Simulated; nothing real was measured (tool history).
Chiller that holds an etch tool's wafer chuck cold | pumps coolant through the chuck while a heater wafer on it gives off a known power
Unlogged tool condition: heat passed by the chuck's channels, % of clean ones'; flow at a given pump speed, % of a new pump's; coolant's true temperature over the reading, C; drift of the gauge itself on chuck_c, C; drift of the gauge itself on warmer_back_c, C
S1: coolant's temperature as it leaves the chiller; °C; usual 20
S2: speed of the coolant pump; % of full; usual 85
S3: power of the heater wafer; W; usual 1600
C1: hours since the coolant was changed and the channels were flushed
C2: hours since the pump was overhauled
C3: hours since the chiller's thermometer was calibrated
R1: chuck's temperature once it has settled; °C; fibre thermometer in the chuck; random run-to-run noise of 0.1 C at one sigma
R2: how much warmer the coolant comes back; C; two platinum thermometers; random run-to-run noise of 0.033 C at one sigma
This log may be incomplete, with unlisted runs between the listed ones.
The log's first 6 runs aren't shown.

{"run": 7, "hour": 127.1, "S1": 20, "S2": 68, "S3": 1238, "C1": 3306, "C2": 518, "C3": 2988, "R1": 29.9, "R2": 4.54}
{"run": 8, "hour": 157.2, "S1": 20, "S2": 85, "S3": 1877, "C1": 3336, "C2": 548, "C3": 3018, "R1": 32.6, "R2": 5.44}
{"run": 9, "hour": 182.9, "S1": 20, "S2": 85, "S3": 1462, "C1": 3362, "C2": 574, "C3": 3044, "R1": 29.8, "R2": 4.3}
{"run": 10, "hour": 197.3, "S1": 20, "S2": 85, "S3": 1462, "C1": 3376, "C2": 588, "C3": 3058, "R1": 29.7, "R2": 4.26}
{"run": 11, "hour": 210.2, "S1": 20, "S2": 85, "S3": 2381, "C1": 3389, "C2": 601, "C3": 3071, "R1": 35.9, "R2": 6.97}
{"run": 12, "hour": 224.2, "S1": 11, "S2": 85, "S3": 1600, "C1": 3403, "C2": 615, "C3": 3085, "R1": 21.9, "R2": 4.68}
{"run": 13, "hour": 244.1, "S1": 11, "S2": 85, "S3": 1600, "C1": 3423, "C2": 635, "C3": 3105, "R1": 21.7, "R2": 4.74}
{"run": 14, "hour": 258.2, "S1": 11, "S2": 85, "S3": 1600, "C1": 3437, "C2": 649, "C3": 3119, "R1": 21.9, "R2": 4.69}
{"run": 15, "hour": 284.4, "S1": 11, "S2": 97, "S3": 1600, "C1": 3463, "C2": 675, "C3": 3145, "R1": 20.7, "R2": 4.08}
{"run": 16, "hour": 306.6, "S1": 11, "S2": 85, "S3": 1600, "C1": 3485, "C2": 697, "C3": 3167, "R1": 21.8, "R2": 4.72}
{"run": 17, "hour": 332.9, "S1": 12, "S2": 85, "S3": 1958, "C1": 3511, "C2": 724, "C3": 3193, "R1": 25.1, "R2": 5.71}
{"run": 18, "hour": 349.8, "S1": 30, "S2": 74, "S3": 1600, "C1": 3528, "C2": 741, "C3": 3210, "R1": 42.0, "R2": 5.42}
{"run": 19, "hour": 371.1, "S1": 30, "S2": 74, "S3": 1600, "C1": 3550, "C2": 762, "C3": 3232, "R1": 41.9, "R2": 5.38}

What does the tool deliver on the next run?
{"run": 20, "hour": 398.5, "S1": 30, "S2": 74, "S3": 1600, "C1": 3577, "C2": 789, "C3": 3259, "R1": "?", "R2": "?"}

Run 20 gave R1 41.9 °C, R2 5.45 C.
Take away the tool's hidden state, keep the run-to-run variation as it was, and the same run would have given R1 40.9 °C, R2 5.41 C.

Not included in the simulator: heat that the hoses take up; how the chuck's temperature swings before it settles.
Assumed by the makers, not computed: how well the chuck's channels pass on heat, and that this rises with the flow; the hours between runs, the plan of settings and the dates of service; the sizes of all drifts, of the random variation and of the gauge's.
